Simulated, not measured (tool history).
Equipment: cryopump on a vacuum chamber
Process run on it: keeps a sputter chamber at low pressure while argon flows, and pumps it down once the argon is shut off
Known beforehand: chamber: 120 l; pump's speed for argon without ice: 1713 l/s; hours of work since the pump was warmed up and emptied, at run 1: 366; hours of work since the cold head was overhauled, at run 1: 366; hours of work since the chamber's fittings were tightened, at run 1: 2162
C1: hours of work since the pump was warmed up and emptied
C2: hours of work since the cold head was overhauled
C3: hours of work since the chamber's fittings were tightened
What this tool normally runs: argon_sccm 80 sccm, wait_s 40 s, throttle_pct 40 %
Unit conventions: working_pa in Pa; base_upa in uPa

run 1 hour=0 | argon_sccm=80 wait_s=40 throttle_pct=40 | C1=366 C2=366 C3=2162 | working_pa=0.2093 base_upa=1.72
run 2 hour=28.1 | argon_sccm=80 wait_s=40 throttle_pct=40 | C1=379 C2=379 C3=2176 | working_pa=0.2082 base_upa=1.72
run 3 hour=63.9 | argon_sccm=80 wait_s=40 throttle_pct=40 | C1=396 C2=396 C3=2193 | working_pa=0.2087 base_upa=1.82
run 4 hour=93.5 | argon_sccm=80 wait_s=40 throttle_pct=40 | C1=411 C2=411 C3=2207 | working_pa=0.2105 base_upa=1.75
run 5 hour=119.1 | argon_sccm=80 wait_s=40 throttle_pct=40 | C1=423 C2=423 C3=2219 | working_pa=0.2124 base_upa=1.77
run 6 hour=163.4 | argon_sccm=80 wait_s=40 throttle_pct=40 | C1=444 C2=444 C3=2241 | working_pa=0.2093 base_upa=1.81
-- hour=203.2 pump warmed up, emptied and cooled again
run 7 hour=207.7 | argon_sccm=80 wait_s=40 throttle_pct=40 | C1=2 C2=463 C3=2259 | working_pa=0.1981 base_upa=1.67
run 8 hour=245.9 | argon_sccm=80 wait_s=40 throttle_pct=40 | C1=20 C2=481 C3=2278 | working_pa=0.1982 base_upa=1.73
run 9 hour=274.5 | argon_sccm=37 wait_s=40 throttle_pct=40 | C1=34 C2=495 C3=2291 | working_pa=0.0915 base_upa=1.75
run 10 hour=296.6 | argon_sccm=37 wait_s=40 throttle_pct=40 | C1=45 C2=505 C3=2302 | working_pa=0.0917 base_upa=1.72
run 11 hour=339.3 | argon_sccm=37 wait_s=40 throttle_pct=53 | C1=65 C2=526 C3=2322 | working_pa=0.071 base_upa=1.73
run 12 hour=360.2 | argon_sccm=37 wait_s=40 throttle_pct=53 | C1=75 C2=536 C3=2332 | working_pa=0.0694 base_upa=1.7
run 13 hour=401.2 | argon_sccm=78 wait_s=40 throttle_pct=40 | C1=95 C2=555 C3=2352 | working_pa=0.197 base_upa=1.68
run 14 hour=424.7 | argon_sccm=117 wait_s=40 throttle_pct=40 | C1=106 C2=566 C3=2363 | working_pa=0.2938 base_upa=1.81
run 15 hour=450.8 | argon_sccm=80 wait_s=148 throttle_pct=40 | C1=118 C2=579 C3=2375 | working_pa=0.2009 base_upa=0.9
run 16 hour=482.3 | argon_sccm=80 wait_s=40 throttle_pct=40 | C1=133 C2=594 C3=2391 | working_pa=0.2015 base_upa=1.71
run 17 hour=500.9 | argon_sccm=80 wait_s=122 throttle_pct=40 | C1=142 C2=603 C3=2399 | working_pa=0.2006 base_upa=1.01
run 18 hour=538.2 | argon_sccm=80 wait_s=129 throttle_pct=40 | C1=160 C2=621 C3=2417 | working_pa=0.2034 base_upa=0.91
run 19 hour=578.1 | argon_sccm=95 wait_s=129 throttle_pct=40 | C1=179 C2=640 C3=2436 | working_pa=0.241 base_upa=0.95
run 20 hour=614.4 | argon_sccm=103 wait_s=63 throttle_pct=23 | C1=196 C2=657 C3=2454 | working_pa=0.454 base_upa=1.35
run 21 hour=652.9 | argon_sccm=103 wait_s=63 throttle_pct=23 | C1=215 C2=676 C3=2472 | working_pa=0.4498 base_upa=1.36
run 22 hour=693.1 | argon_sccm=60 wait_s=37 throttle_pct=23 | C1=234 C2=695 C3=2491 | working_pa=0.2628 base_upa=1.86
run 23 hour=718.3 | argon_sccm=36 wait_s=28 throttle_pct=21 | C1=246 C2=707 C3=2503 | working_pa=0.1751 base_upa=2.26
run 24 hour=738.1 | argon_sccm=36 wait_s=28 throttle_pct=21 | C1=256 C2=716 C3=2513 | working_pa=0.1726 base_upa=2.29

Predict the results of run 25:
run 25 hour=761.4 | argon_sccm=80 wait_s=40 throttle_pct=24 | C1=267 C2=727 C3=2524 | working_pa=? base_upa=?

{"run 25": {"working_pa": 0.3376, "base_upa": 1.82}}
With the hidden condition absent and the run-to-run variation left alone, this run would have shown working_pa 0.3291 Pa, base_upa 1.34 uPa.

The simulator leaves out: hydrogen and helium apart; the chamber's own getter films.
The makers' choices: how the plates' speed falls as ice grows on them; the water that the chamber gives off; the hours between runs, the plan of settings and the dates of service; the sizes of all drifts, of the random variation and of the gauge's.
